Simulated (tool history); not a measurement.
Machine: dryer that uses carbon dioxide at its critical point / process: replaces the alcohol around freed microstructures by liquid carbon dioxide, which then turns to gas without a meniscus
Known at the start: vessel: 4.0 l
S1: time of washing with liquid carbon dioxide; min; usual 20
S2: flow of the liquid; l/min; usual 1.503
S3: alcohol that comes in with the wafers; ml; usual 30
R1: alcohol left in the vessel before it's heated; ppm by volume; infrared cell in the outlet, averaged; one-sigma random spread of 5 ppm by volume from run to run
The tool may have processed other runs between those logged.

run	hour	S1	S2	S3	R1
1	0	20	1.503	30	14
2	9.8	20	1.503	58	26
3	18.9	20	1.503	58	20
4	33.2	20	1.503	30	17
5	46.7	20	1.503	30	18
6	55.2	20	1.503	30	26
7	61.4	20	1.503	33	22
8	72.4	20	1.503	33	15
9	85.8	22	1.503	30	7
10	100.4	14	1.503	30	80
11	109.5	14	1.503	30	69
12	123.6	18	1.503	30	28
13	130.8	18	1.31	30	45
14	138.6	18	1.31	30	39
15	148.5	18	1.31	30	45
16	154.9	28	1.31	30	10
17	168.8	30	1.15	30	14
18	179.2	30	0.99	30	26
19	191.8	20	0.93	38	148
20	202.2	21	1.503	28	16
21	214.5	16	1.69	72	55
22	224.9	14	2.09	21	19
23	236.2	15	0.93	37	394
24	249.1	15	0.93	37	407
25	257.5	23	1.6	74	18
26	271.8	23	1.503	30	8
27	283.3	26	1.5	72	23
28	292.9	23	1.46	100	26
29	305.5	23	1.46	100	25
30	318.1	29	1.503	22	13
31	331	18	2.01	50	14

Each row is a separate what-if for the run after 31, all from the same tool condition, not one after another. Results?
A	344.5	28	1.07	102	?
B	344.5	31	1.11	107	?
C	344.5	18	2.36	76	?
D	344.5	20	1.24	30	?
E	344.5	28	0.91	28	?

run	R1
A	54
B	31
C	17
D	52
E	36
With the hidden condition removed and each run's random variation left untouched, the same runs would have given:
run	R1
A	33
B	15
C	5
D	33
E	19
